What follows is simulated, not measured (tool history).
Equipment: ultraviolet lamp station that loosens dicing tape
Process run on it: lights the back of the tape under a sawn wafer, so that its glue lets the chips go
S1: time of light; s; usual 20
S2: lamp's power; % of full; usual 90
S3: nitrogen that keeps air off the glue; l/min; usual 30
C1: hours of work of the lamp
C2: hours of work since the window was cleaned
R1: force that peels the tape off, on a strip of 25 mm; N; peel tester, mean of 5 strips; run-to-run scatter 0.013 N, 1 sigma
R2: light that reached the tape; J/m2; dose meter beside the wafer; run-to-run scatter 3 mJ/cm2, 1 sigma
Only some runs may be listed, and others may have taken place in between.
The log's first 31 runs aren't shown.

| run | hour | S1 | S2 | S3 | C1 | C2 | R1 | R2 |
|---|---|---|---|---|---|---|---|---|
| 32 | 286.6 | 23 | 90 | 30 | 320 | 311 | 0.537 | 4570 |
| 33 | 293.7 | 23 | 90 | 30 | 324 | 315 | 0.558 | 4500 |
| 34 | 307.5 | 35 | 90 | 12 | 332 | 323 | 0.475 | 6870 |
| 35 | 319.7 | 35 | 66 | 41 | 339 | 330 | 0.337 | 5010 |
| 36 | 329.0 | 19 | 66 | 30 | 345 | 336 | 1.382 | 2720 |
| 37 | 338.6 | 19 | 66 | 30 | 350 | 341 | 1.386 | 2720 |
| 38 | 347.9 | 32 | 73 | 45 | 356 | 347 | 0.322 | 5070 |
| 39 | 355.5 | 32 | 73 | 45 | 360 | 351 | 0.324 | 5010 |
| 40 | 364.3 | 40 | 96 | 32 | 365 | 356 | 0.174 | 8300 |
| 41 | 374.1 | 20 | 83 | 26 | 371 | 362 | 0.951 | 3570 |
| 42 | 385.2 | 20 | 83 | 26 | 378 | 368 | 1.002 | 3570 |
| 43 | 396.4 | 13 | 70 | 26 | 384 | 375 | 2.347 | 1970 |

Branching from run 43: 4 alternative next runs. What would each branch give?
| A | 407.1 | 28 | 63 | 34 | 390 | 381 | ? | ? |
| B | 407.1 | 40 | 66 | 55 | 390 | 381 | ? | ? |
| C | 407.1 | 13 | 67 | 25 | 390 | 381 | ? | ? |
| D | 407.1 | 20 | 72 | 12 | 390 | 381 | ? | ? |

| run | R1 | R2 |
|---|---|---|
| A | 0.726 | 3810 |
| B | 0.235 | 5710 |
| C | 2.409 | 1920 |
| D | 1.966 | 3100 |
Had the tool no hidden state, the same runs would have come out as:
| run | R1 | R2 |
|---|---|---|
| A | 0.558 | 4320 |
| B | 0.194 | 6470 |
| C | 2.097 | 2180 |
| D | 1.663 | 3520 |

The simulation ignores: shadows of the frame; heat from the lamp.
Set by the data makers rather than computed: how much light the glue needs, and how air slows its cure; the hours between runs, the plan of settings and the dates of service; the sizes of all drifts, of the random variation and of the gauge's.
